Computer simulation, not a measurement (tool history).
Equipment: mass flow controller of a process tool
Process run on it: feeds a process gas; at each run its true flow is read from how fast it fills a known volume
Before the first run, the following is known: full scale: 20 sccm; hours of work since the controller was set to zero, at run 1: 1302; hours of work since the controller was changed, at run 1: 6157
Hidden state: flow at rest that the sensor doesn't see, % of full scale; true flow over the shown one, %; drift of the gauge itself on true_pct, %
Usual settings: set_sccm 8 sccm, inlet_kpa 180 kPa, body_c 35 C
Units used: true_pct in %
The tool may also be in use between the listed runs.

run	hour	set_sccm	inlet_kpa	body_c	hours of work since the controller was set to zero	hours of work since the controller was changed	true_pct
1	0.0	8	180	35	1302	6157	99.36
2	319.4	8	180	35	1536	6391	99.55
3	638.0	8	180	35	1770	6625	99.56
4	867.8	6	180	35	1939	6794	99.54
5	1139.1	8	180	35	2138	6993	99.85
6	1351.4	8	180	35	2294	7149	99.99
7	1615.3	8	180	35	2488	7343	100.07
8	1918.7	8	180	35	2711	7566	100.12
9	2113.3	8	180	35	2854	7709	100.33
10	2299.8	8	210	35	2991	7846	100.58
11	2519.5	8	210	26	3153	8008	100.32
12	2746.8	8	210	26	3320	8175	100.40
13	3046.8	8	180	35	3540	8395	100.71
14	3285.6	4	180	35	3715	8570	100.37
15	3580.0	8	207	35	3932	8787	101.05
16	3802.7	8	180	35	4095	8950	101.07
17	3969.9	8	180	35	4218	9073	101.07
18	4110.0	8	180	35	4321	9176	101.19
19	4401.6	8	180	35	4535	9390	101.35
# hour 4491.3: controller's zero set anew
20	4680.2	8	221	35	139	9595	101.61
21	4920.7	8	211	35	315	9771	101.54
22	5070.8	8	180	21	426	9882	101.03
23	5257.7	8	180	35	563	10019	101.77
24	5463.2	8	180	35	714	10170	101.73
25	5605.2	8	180	35	818	10274	101.80
# hour 5642.8: gauge calibrated
26	5917.7	10	215	25	1048	10504	99.42
27	6071.5	14	146	31	1161	10617	99.78
28	6312.0	14	273	22	1338	10794	100.13
29	6561.9	13	156	31	1521	10977	99.85
30	6880.6	4	180	35	1755	11211	99.60
31	7063.5	8	180	23	1890	11346	99.60
32	7327.3	8	157	26	2084	11539	99.74
33	7495.0	18	261	23	2207	11663	100.76
34	7648.3	3	214	34	2319	11775	99.89
35	7777.3	3	254	34	2414	11870	100.26
36	8024.2	3	254	34	2596	12051	100.31
37	8225.6	12	186	34	2743	12199	100.80
38	8442.6	9	180	32	2903	12359	100.54
39	8702.6	16	180	35	3094	12550	101.24
40	8909.0	16	180	35	3246	12701	101.49
41	9038.0	16	180	35	3340	12796	101.49
42	9181.8	3	271	34	3446	12902	100.88
43	9450.2	3	271	22	3643	13099	100.51
44	9718.5	13	199	24	3840	13296	101.19
45	9999.8	7	180	35	4047	13503	101.31
46	10135.4	7	180	35	4147	13603	101.23
# hour 10260.5: controller exchanged for a calibrated one
47	10343.2	7	180	35	61	61	101.36

Each run again, without the hidden state but with its own random variation kept:
run	true_pct
1	99.35
2	99.40
3	99.27
4	99.15
5	99.34
6	99.38
7	99.34
8	99.26
9	99.38
10	99.55
11	99.20
12	99.18
13	99.35
14	98.91
15	99.45
16	99.38
17	99.30
18	99.36
19	99.39
20	99.53
21	99.36
22	98.79
23	99.43
24	99.30
25	99.32
26	99.29
27	99.58
28	99.82
29	99.43
30	99.04
31	98.96
32	98.99
33	99.93
34	98.99
35	99.30
36	99.24
37	99.64
38	99.29
39	99.87
40	100.02
41	99.97
42	99.29
43	98.81
44	99.37
45	99.37
46	99.23
47	99.28
